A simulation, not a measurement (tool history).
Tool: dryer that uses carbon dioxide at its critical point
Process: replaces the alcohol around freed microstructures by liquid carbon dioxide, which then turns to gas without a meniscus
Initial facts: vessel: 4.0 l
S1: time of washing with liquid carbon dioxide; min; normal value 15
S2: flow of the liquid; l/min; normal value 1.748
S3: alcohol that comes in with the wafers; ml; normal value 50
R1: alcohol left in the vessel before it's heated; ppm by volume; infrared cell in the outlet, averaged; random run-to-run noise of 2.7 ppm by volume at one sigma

| run | day | S1 | S2 | S3 | R1 |
|---|---|---|---|---|---|
| 1 | 0.000 | 15 | 1.748 | 50 | 55 |
| 2 | 1.425 | 15 | 1.748 | 50 | 60 |
| 3 | 2.467 | 15 | 1.748 | 50 | 59 |
| 4 | 4.329 | 15 | 1.600 | 50 | 79 |
| 5 | 6.275 | 15 | 1.600 | 50 | 81 |
| 6 | 8.029 | 15 | 1.600 | 50 | 91 |
| 7 | 9.183 | 15 | 1.600 | 50 | 88 |
| 8 | 10.921 | 14 | 1.600 | 50 | 120 |
| 9 | 13.217 | 14 | 1.170 | 50 | 376 |
| 10 | 15.200 | 16 | 1.748 | 50 | 67 |
| 11 | 16.354 | 16 | 1.748 | 50 | 68 |
| 12 | 17.592 | 10 | 1.120 | 96 | 2202 |
| 13 | 18.896 | 12 | 2.890 | 40 | 49 |
| 14 | 19.962 | 16 | 1.270 | 118 | 413 |

Consider 4 possible next runs. They are alternatives, not a sequence: every one starts from the tool as it was left by run 14. What does each give?
|  | 20.600 | purifier's bed changed |
|  | 21.733 | inlet filter changed |
| A | 22.233 | 15 | 1.748 | 119 | ? |
|  | 20.600 | purifier's bed changed |
|  | 21.733 | inlet filter changed |
| B | 22.233 | 16 | 1.680 | 74 | ? |
|  | 20.600 | purifier's bed changed |
|  | 21.733 | inlet filter changed |
| C | 22.233 | 16 | 1.270 | 22 | ? |
|  | 20.600 | purifier's bed changed |
|  | 21.733 | inlet filter changed |
| D | 22.233 | 16 | 1.270 | 50 | ? |

| run | R1 |
|---|---|
| A | 51 |
| B | 37 |
| C | 49 |
| D | 105 |
Without the tool's unlogged condition, the same runs would have read:
| run | R1 |
|---|---|
| A | 48 |
| B | 34 |
| C | 46 |
| D | 100 |
